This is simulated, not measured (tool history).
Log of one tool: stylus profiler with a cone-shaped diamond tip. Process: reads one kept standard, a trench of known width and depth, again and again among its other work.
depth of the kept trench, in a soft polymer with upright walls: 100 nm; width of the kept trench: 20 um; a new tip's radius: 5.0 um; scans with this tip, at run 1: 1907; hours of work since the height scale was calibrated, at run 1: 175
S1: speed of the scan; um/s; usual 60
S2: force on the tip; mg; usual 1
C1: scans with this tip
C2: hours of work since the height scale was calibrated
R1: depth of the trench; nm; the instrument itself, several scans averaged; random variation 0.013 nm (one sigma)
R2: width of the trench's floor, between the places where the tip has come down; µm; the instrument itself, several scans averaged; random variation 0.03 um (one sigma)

run 1 hour=0 | S1=60 S2=1 | C1=1907 C2=175 | R1=100.53 R2=17.52
run 2 hour=12.9 | S1=60 S2=0.68 | C1=1991 C2=183 | R1=100.42 R2=17.49
run 3 hour=25.1 | S1=60 S2=0.68 | C1=2070 C2=190 | R1=100.41 R2=17.45
run 4 hour=34.5 | S1=60 S2=0.68 | C1=2132 C2=196 | R1=100.42 R2=17.48
run 5 hour=46.5 | S1=60 S2=0.68 | C1=2209 C2=203 | R1=100.41 R2=17.46
run 6 hour=60.4 | S1=60 S2=0.68 | C1=2300 C2=211 | R1=100.41 R2=17.5
run 7 hour=72.4 | S1=60 S2=0.68 | C1=2377 C2=218 | R1=100.43 R2=17.45
run 8 hour=80.6 | S1=60 S2=0.68 | C1=2431 C2=223 | R1=100.42 R2=17.46
run 9 hour=89.9 | S1=60 S2=0.68 | C1=2490 C2=229 | R1=100.41 R2=17.47
run 10 hour=99.3 | S1=32 S2=1 | C1=2552 C2=235 | R1=100.53 R2=17.75
run 11 hour=109.3 | S1=32 S2=1 | C1=2616 C2=240 | R1=100.53 R2=17.7
run 12 hour=122.5 | S1=102 S2=2.35 | C1=2702 C2=248 | R1=100.88 R2=17.44
run 13 hour=133.4 | S1=19 S2=0.44 | C1=2773 C2=255 | R1=100.33 R2=17.71
run 14 hour=140.6 | S1=20 S2=1 | C1=2820 C2=259 | R1=100.55 R2=17.76
run 15 hour=150.7 | S1=20 S2=1 | C1=2885 C2=265 | R1=100.55 R2=17.77
run 16 hour=161.1 | S1=99 S2=0.77 | C1=2952 C2=271 | R1=100.45 R2=17.18
run 17 hour=177.7 | S1=43 S2=1.22 | C1=3060 C2=281 | R1=100.6 R2=17.63
run 18 hour=184.5 | S1=224 S2=1.07 | C1=3104 C2=285 | R1=100.57 R2=16.49
run 19 hour=192.1 | S1=182 S2=0.49 | C1=3154 C2=290 | R1=100.36 R2=16.21
run 20 hour=199.8 | S1=20 S2=0.95 | C1=3204 C2=294 | R1=100.52 R2=17.8

3 ways to go on from here, each from the tool as it stands after run 20. What would each give?
run A hour=216.5 | S1=35 S2=0.58 | C1=3312 C2=304 | R1=? R2=?
run B hour=216.5 | S1=103 S2=1.37 | C1=3312 C2=304 | R1=? R2=?
run C hour=216.5 | S1=20 S2=1.88 | C1=3312 C2=304 | R1=? R2=?

run=A R1=100.4 R2=17.5
run=B R1=100.66 R2=17.26
run=C R1=100.81 R2=17.77
Without the tool's hidden state the same runs would have given:
run=A R1=100.33 R2=17.65
run=B R1=100.6 R2=17.4
run=C R1=100.74 R2=17.92
